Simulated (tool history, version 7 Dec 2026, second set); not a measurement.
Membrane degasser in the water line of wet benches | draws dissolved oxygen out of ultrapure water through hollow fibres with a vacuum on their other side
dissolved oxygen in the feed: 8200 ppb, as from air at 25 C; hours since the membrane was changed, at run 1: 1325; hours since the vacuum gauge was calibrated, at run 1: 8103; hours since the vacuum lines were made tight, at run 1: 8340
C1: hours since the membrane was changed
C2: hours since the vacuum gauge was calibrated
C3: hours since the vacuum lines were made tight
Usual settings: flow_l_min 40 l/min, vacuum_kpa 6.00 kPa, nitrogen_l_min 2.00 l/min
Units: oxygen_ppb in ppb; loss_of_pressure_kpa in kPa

run 1 hour=0.0 | flow_l_min=40 vacuum_kpa=6.00 nitrogen_l_min=2.00 | C1=1325 C2=8103 C3=8340 | oxygen_ppb=282.7 loss_of_pressure_kpa=41.45
-- hour=9.0 vacuum gauge calibrated
run 2 hour=33.8 | flow_l_min=34 vacuum_kpa=6.00 nitrogen_l_min=2.00 | C1=1358 C2=25 C3=8373 | oxygen_ppb=196.7 loss_of_pressure_kpa=35.46
run 3 hour=75.3 | flow_l_min=29 vacuum_kpa=6.00 nitrogen_l_min=2.00 | C1=1399 C2=66 C3=8415 | oxygen_ppb=150.3 loss_of_pressure_kpa=30.13
run 4 hour=132.3 | flow_l_min=29 vacuum_kpa=6.00 nitrogen_l_min=2.00 | C1=1456 C2=123 C3=8471 | oxygen_ppb=144.1 loss_of_pressure_kpa=29.79
run 5 hour=180.3 | flow_l_min=29 vacuum_kpa=6.00 nitrogen_l_min=2.00 | C1=1504 C2=171 C3=8519 | oxygen_ppb=146.9 loss_of_pressure_kpa=29.84
run 6 hour=219.0 | flow_l_min=29 vacuum_kpa=6.00 nitrogen_l_min=2.00 | C1=1543 C2=210 C3=8558 | oxygen_ppb=147.3 loss_of_pressure_kpa=29.91
run 7 hour=252.2 | flow_l_min=29 vacuum_kpa=6.00 nitrogen_l_min=2.00 | C1=1576 C2=243 C3=8591 | oxygen_ppb=148.9 loss_of_pressure_kpa=30.01
run 8 hour=299.2 | flow_l_min=29 vacuum_kpa=6.00 nitrogen_l_min=2.00 | C1=1623 C2=290 C3=8638 | oxygen_ppb=144.1 loss_of_pressure_kpa=30.00
run 9 hour=343.6 | flow_l_min=40 vacuum_kpa=6.00 nitrogen_l_min=5.13 | C1=1668 C2=335 C3=8683 | oxygen_ppb=214.7 loss_of_pressure_kpa=40.98
run 10 hour=370.8 | flow_l_min=62 vacuum_kpa=6.00 nitrogen_l_min=2.00 | C1=1695 C2=362 C3=8710 | oxygen_ppb=665.5 loss_of_pressure_kpa=64.06
run 11 hour=419.0 | flow_l_min=62 vacuum_kpa=6.00 nitrogen_l_min=2.00 | C1=1743 C2=410 C3=8758 | oxygen_ppb=665.5 loss_of_pressure_kpa=64.33
run 12 hour=464.1 | flow_l_min=62 vacuum_kpa=6.00 nitrogen_l_min=2.00 | C1=1788 C2=455 C3=8803 | oxygen_ppb=662.3 loss_of_pressure_kpa=63.94
run 13 hour=518.4 | flow_l_min=40 vacuum_kpa=6.00 nitrogen_l_min=2.00 | C1=1842 C2=509 C3=8858 | oxygen_ppb=288.5 loss_of_pressure_kpa=41.04
run 14 hour=548.8 | flow_l_min=40 vacuum_kpa=6.00 nitrogen_l_min=2.00 | C1=1873 C2=540 C3=8888 | oxygen_ppb=288.1 loss_of_pressure_kpa=40.70
run 15 hour=587.2 | flow_l_min=40 vacuum_kpa=6.00 nitrogen_l_min=2.00 | C1=1911 C2=578 C3=8926 | oxygen_ppb=282.1 loss_of_pressure_kpa=41.26
run 16 hour=613.9 | flow_l_min=40 vacuum_kpa=6.00 nitrogen_l_min=2.00 | C1=1938 C2=605 C3=8953 | oxygen_ppb=281.5 loss_of_pressure_kpa=40.95
run 17 hour=643.5 | flow_l_min=40 vacuum_kpa=4.99 nitrogen_l_min=3.56 | C1=1968 C2=634 C3=8983 | oxygen_ppb=208.5 loss_of_pressure_kpa=41.21
run 18 hour=672.1 | flow_l_min=51 vacuum_kpa=6.93 nitrogen_l_min=2.46 | C1=1996 C2=663 C3=9011 | oxygen_ppb=477.2 loss_of_pressure_kpa=52.14
run 19 hour=700.0 | flow_l_min=54 vacuum_kpa=4.21 nitrogen_l_min=2.00 | C1=2024 C2=691 C3=9039 | oxygen_ppb=435.7 loss_of_pressure_kpa=54.82
run 20 hour=724.4 | flow_l_min=54 vacuum_kpa=4.21 nitrogen_l_min=2.00 | C1=2048 C2=715 C3=9064 | oxygen_ppb=422.7 loss_of_pressure_kpa=55.26
run 21 hour=766.7 | flow_l_min=30 vacuum_kpa=6.00 nitrogen_l_min=4.70 | C1=2091 C2=758 C3=9106 | oxygen_ppb=105.0 loss_of_pressure_kpa=30.94
run 22 hour=793.9 | flow_l_min=42 vacuum_kpa=6.00 nitrogen_l_min=2.36 | C1=2118 C2=785 C3=9133 | oxygen_ppb=296.6 loss_of_pressure_kpa=43.14
run 23 hour=819.2 | flow_l_min=29 vacuum_kpa=6.00 nitrogen_l_min=5.92 | C1=2143 C2=810 C3=9158 | oxygen_ppb=86.0 loss_of_pressure_kpa=29.62
run 24 hour=857.8 | flow_l_min=29 vacuum_kpa=13.24 nitrogen_l_min=5.92 | C1=2182 C2=849 C3=9197 | oxygen_ppb=169.7 loss_of_pressure_kpa=29.65
run 25 hour=897.9 | flow_l_min=30 vacuum_kpa=6.00 nitrogen_l_min=5.27 | C1=2222 C2=889 C3=9237 | oxygen_ppb=100.0 loss_of_pressure_kpa=30.62
run 26 hour=954.5 | flow_l_min=58 vacuum_kpa=6.00 nitrogen_l_min=2.07 | C1=2279 C2=945 C3=9294 | oxygen_ppb=569.1 loss_of_pressure_kpa=58.79
run 27 hour=985.0 | flow_l_min=58 vacuum_kpa=6.00 nitrogen_l_min=2.07 | C1=2309 C2=976 C3=9324 | oxygen_ppb=583.6 loss_of_pressure_kpa=59.67
run 28 hour=1034.3 | flow_l_min=58 vacuum_kpa=6.43 nitrogen_l_min=2.07 | C1=2358 C2=1025 C3=9373 | oxygen_ppb=601.2 loss_of_pressure_kpa=58.73
run 29 hour=1083.3 | flow_l_min=58 vacuum_kpa=6.43 nitrogen_l_min=2.07 | C1=2407 C2=1074 C3=9423 | oxygen_ppb=592.6 loss_of_pressure_kpa=58.69
run 30 hour=1131.4 | flow_l_min=58 vacuum_kpa=6.43 nitrogen_l_min=2.07 | C1=2455 C2=1122 C3=9471 | oxygen_ppb=599.9 loss_of_pressure_kpa=58.97
-- hour=1173.5 gauge calibrated
run 31 hour=1179.0 | flow_l_min=48 vacuum_kpa=6.99 nitrogen_l_min=2.32 | C1=2503 C2=1170 C3=9518 | oxygen_ppb=437.5 loss_of_pressure_kpa=49.85
run 32 hour=1212.0 | flow_l_min=60 vacuum_kpa=13.65 nitrogen_l_min=2.06 | C1=2536 C2=1203 C3=9551 | oxygen_ppb=1010.3 loss_of_pressure_kpa=62.17

Forecast each of these 3 alternatives for the next run:
run A hour=1257.5 | flow_l_min=40 vacuum_kpa=6.00 nitrogen_l_min=1.24 | C1=2582 C2=1248 C3=9597 | oxygen_ppb=? loss_of_pressure_kpa=?
run B hour=1257.5 | flow_l_min=28 vacuum_kpa=3.90 nitrogen_l_min=2.61 | C1=2582 C2=1248 C3=9597 | oxygen_ppb=? loss_of_pressure_kpa=?
run C hour=1257.5 | flow_l_min=28 vacuum_kpa=4.35 nitrogen_l_min=1.63 | C1=2582 C2=1248 C3=9597 | oxygen_ppb=? loss_of_pressure_kpa=?

run=A oxygen_ppb=334.4 loss_of_pressure_kpa=41.27
run=B oxygen_ppb=64.4 loss_of_pressure_kpa=29.12
run=C oxygen_ppb=93.3 loss_of_pressure_kpa=29.14
Without the tool's hidden state the same runs would have given:
run=A oxygen_ppb=334.4 loss_of_pressure_kpa=41.34
run=B oxygen_ppb=64.3 loss_of_pressure_kpa=29.17
run=C oxygen_ppb=93.3 loss_of_pressure_kpa=29.20
